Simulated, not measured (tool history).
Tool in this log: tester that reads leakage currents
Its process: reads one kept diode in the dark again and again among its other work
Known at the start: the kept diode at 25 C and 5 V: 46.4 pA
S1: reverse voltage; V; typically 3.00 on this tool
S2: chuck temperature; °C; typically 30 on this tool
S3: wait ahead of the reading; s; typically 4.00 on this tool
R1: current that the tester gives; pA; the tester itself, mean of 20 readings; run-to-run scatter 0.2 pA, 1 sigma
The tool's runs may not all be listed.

run,day,S1,S2,S3,R1
1,0.000,3.00,30,4.00,63.40
2,1.058,3.00,30,4.00,63.73
3,1.908,3.00,30,1.75,63.60
4,3.271,3.00,30,4.00,63.13
5,3.942,3.00,30,4.00,62.94
6,5.192,3.00,30,4.00,63.02
7,6.575,7.87,30,4.00,85.30
8,7.892,3.00,30,4.00,63.26
9,8.962,3.00,30,4.00,63.40
10,9.712,3.00,30,4.00,63.10
11,11.088,3.00,30,4.00,63.05
12,12.133,3.00,30,4.00,63.46
13,13.179,3.00,30,4.00,63.36
14,13.867,3.00,30,4.00,62.96
15,14.579,3.00,30,4.00,63.28
16,15.275,3.00,30,4.00,63.32
17,16.696,3.00,30,4.00,62.84
18,17.929,3.00,30,4.00,63.22
19,18.750,3.00,30,4.00,63.45
20,19.825,3.00,30,4.00,63.12
21,20.754,4.50,44,2.09,242.37
22,22.267,4.50,44,2.09,242.50
23,23.546,4.50,44,2.09,243.20
24,24.288,6.55,49,1.08,410.15
25,25.538,4.65,30,4.00,72.62
# day 25.742: chuck's temperature calibrated
26,26.342,1.46,30,4.00,50.69
27,27.892,3.00,30,2.01,63.48
28,29.012,1.78,41,4.76,141.26
29,29.688,13.07,30,2.24,100.15
30,30.479,19.88,30,6.15,113.43
31,31.246,10.54,26,6.15,64.76
32,32.588,4.42,40,4.00,172.46
33,33.267,6.87,59,0.95,909.53
34,34.667,6.87,51,2.52,489.89
35,35.867,14.42,60,0.64,1234.77
36,36.604,19.20,22,0.60,57.56
37,37.846,19.20,22,0.60,57.53
38,38.917,19.20,22,0.60,57.40
39,40.375,3.00,39,4.00,140.24

4 ways to go on from here, each from the tool as it stands after run 39. What would each give?
A,41.388,18.62,28,0.59,?
B,41.388,3.00,31,0.31,?
C,41.388,7.25,30,2.01,?
D,41.388,3.00,45,4.00,?

run,R1
A,96.55
B,70.59
C,83.11
D,234.77
With no hidden state in the tool, these same runs would have given:
run,R1
A,96.49
B,70.56
C,83.08
D,234.72

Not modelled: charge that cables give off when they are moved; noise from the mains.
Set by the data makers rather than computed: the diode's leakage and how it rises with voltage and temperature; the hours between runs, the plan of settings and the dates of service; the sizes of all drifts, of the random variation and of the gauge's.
